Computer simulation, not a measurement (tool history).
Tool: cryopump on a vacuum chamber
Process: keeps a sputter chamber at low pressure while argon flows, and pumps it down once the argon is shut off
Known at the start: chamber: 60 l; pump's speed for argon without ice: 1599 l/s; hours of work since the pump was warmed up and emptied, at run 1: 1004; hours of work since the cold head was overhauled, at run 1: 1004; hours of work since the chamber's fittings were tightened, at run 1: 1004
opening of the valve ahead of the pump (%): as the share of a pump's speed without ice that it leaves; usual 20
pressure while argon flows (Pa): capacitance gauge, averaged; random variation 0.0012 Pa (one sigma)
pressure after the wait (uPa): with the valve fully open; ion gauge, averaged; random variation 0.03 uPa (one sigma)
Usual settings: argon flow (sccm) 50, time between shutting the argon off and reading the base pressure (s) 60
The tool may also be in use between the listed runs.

run	day	argon flow (sccm)	time between shutting the argon off and reading the base pressure (s)	opening of the valve ahead of the pump (%)	hours of work since the pump was warmed up and emptied	hours of work since the cold head was overhauled	hours of work since the chamber's fittings were tightened	pressure while argon flows (Pa)	pressure after the wait (uPa)
1	0.000	50	60	20	1004	1004	1004	0.2854	1.92
2	3.817	50	60	20	1054	1054	1054	0.2825	2.05
3	6.304	50	60	20	1087	1087	1087	0.2887	2.01
4	8.733	50	60	20	1119	1119	1119	0.2866	2.13
# day 11.700: pump warmed up, emptied and cooled again
5	12.733	50	60	20	14	1169	1169	0.2680	1.88
6	15.662	50	60	20	52	1207	1207	0.2661	1.86
7	18.692	50	60	20	92	1247	1247	0.2658	1.89
8	22.546	53	60	20	143	1298	1298	0.2831	1.91
9	24.842	50	60	20	173	1328	1328	0.2673	1.90
10	28.462	50	60	20	220	1375	1375	0.2672	1.98
11	31.762	50	60	20	264	1419	1419	0.2689	1.96
12	33.804	50	60	17	291	1446	1446	0.3186	2.03
13	37.342	50	60	17	337	1492	1492	0.3172	2.09
14	39.808	50	60	17	370	1525	1525	0.3192	2.10
15	41.996	50	60	17	398	1553	1553	0.3199	2.14
16	43.592	50	60	20	419	1574	1574	0.2737	2.14
17	46.854	50	60	20	462	1617	1617	0.2723	2.09
18	50.533	50	60	39	511	1666	1666	0.1453	2.16
19	53.204	50	30	36	546	1701	1701	0.1582	3.48
20	55.800	50	22	17	580	1735	1735	0.3193	4.49
21	57.888	29	43	20	608	1763	1763	0.1595	2.75
22	61.350	29	43	20	653	1808	1808	0.1602	2.83
23	64.671	23	218	20	697	1852	1852	0.1296	1.37
24	66.454	24	88	26	720	1875	1875	0.1035	1.90
25	69.688	24	88	17	763	1918	1918	0.1560	1.93
26	71.317	37	75	17	784	1939	1939	0.2413	2.05
27	72.892	37	75	17	805	1960	1960	0.2406	2.15
28	75.083	70	104	30	834	1989	1989	0.2703	1.85
29	76.917	70	104	30	858	2013	2013	0.2696	1.88
30	79.638	50	123	38	894	2049	2049	0.1569	1.84
31	82.417	50	123	38	930	2085	2085	0.1580	1.76
32	85.258	73	42	38	968	2123	2123	0.2328	3.08
33	86.975	56	201	16	990	2145	2145	0.3949	1.66
34	88.904	36	60	20	1015	2170	2170	0.2065	2.57

Forecast each of these 3 alternatives for the next run:
A	91.046	23	60	41	1044	2199	2199	?	?
B	91.046	40	60	20	1044	2199	2199	?	?
C	91.046	43	60	20	1044	2199	2199	?	?

run	pressure while argon flows (Pa)	pressure after the wait (uPa)
A	0.0697	2.45
B	0.2295	2.55
C	0.2462	2.62
Without the tool's hidden state the same runs would have given:
run	pressure while argon flows (Pa)	pressure after the wait (uPa)
A	0.0593	1.38
B	0.2114	1.44
C	0.2268	1.49

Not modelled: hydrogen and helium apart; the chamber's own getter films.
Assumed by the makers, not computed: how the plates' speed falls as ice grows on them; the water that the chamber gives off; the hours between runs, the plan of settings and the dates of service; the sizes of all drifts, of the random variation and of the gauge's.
